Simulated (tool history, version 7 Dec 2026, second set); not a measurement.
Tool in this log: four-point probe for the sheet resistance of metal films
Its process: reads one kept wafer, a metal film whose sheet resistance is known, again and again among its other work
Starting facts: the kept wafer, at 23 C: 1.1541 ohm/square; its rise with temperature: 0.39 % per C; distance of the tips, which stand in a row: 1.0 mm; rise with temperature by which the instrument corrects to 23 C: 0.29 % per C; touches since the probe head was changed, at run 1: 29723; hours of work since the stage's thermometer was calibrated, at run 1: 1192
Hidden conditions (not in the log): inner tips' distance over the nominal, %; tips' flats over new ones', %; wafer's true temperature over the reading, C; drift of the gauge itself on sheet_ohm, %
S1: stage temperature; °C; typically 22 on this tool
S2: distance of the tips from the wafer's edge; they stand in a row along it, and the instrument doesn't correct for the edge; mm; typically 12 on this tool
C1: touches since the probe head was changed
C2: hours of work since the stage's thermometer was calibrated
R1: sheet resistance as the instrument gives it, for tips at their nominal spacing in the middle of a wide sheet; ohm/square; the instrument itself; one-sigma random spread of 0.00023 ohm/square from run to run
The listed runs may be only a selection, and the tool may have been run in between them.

run	hour	S1	S2	C1	C2	R1
1	0	22	12	29723	1192	1.158309
2	26	22	12	30951	1211	1.158478
# hour 42.3: stage's thermometer calibrated
3	52	24	12	32158	7	1.161701
4	75.2	24	12	33256	24	1.161824
5	91.6	26	12	34032	36	1.1643
6	118.1	26	12	35286	56	1.163991
7	132.2	26	27	35950	66	1.160657
8	149.6	26	27	36775	79	1.161008
9	173.8	26	27	37917	97	1.160837
10	193.9	26	27	38869	111	1.16143
# hour 220.5: stage's thermometer calibrated, once more
11	220.5	22	12	40106	0	1.1582
12	247.3	22	12	41373	20	1.158408
13	266.6	22	4	42285	34	1.191695
14	283.3	22	4	43074	46	1.191756
15	312.9	22	4	44472	68	1.191538
16	326.6	34	16	45121	78	1.169326
17	342.8	34	16	45890	90	1.169242
18	363.5	32	17	46869	105	1.16707
19	382.9	29	10	47786	119	1.168342
20	404.8	19	16	48821	135	1.15357
21	429.3	19	16	49980	153	1.15382
22	443.5	32	13	50649	164	1.169425
23	456.1	26	5	51248	173	1.183529
24	468.4	24	11	51828	182	1.162436
25	480.8	24	11	52416	191	1.162308
26	503.9	23	6	53506	208	1.173422
27	528.1	23	23	54649	226	1.157453
28	553	23	6	55827	244	1.173231

Here are 4 independent what-if runs from the current tool condition. What would each one return?
A	566.4	18	12	56461	254	?
B	566.4	30	42	56461	254	?
C	566.4	31	12	56461	254	?
D	566.4	22	3	56461	254	?

run	R1
A	1.15486
B	1.164057
C	1.16943
D	1.220521
What these runs would have given with no unlogged condition in the tool:
run	R1
A	1.152597
B	1.16181
C	1.167176
D	1.218149
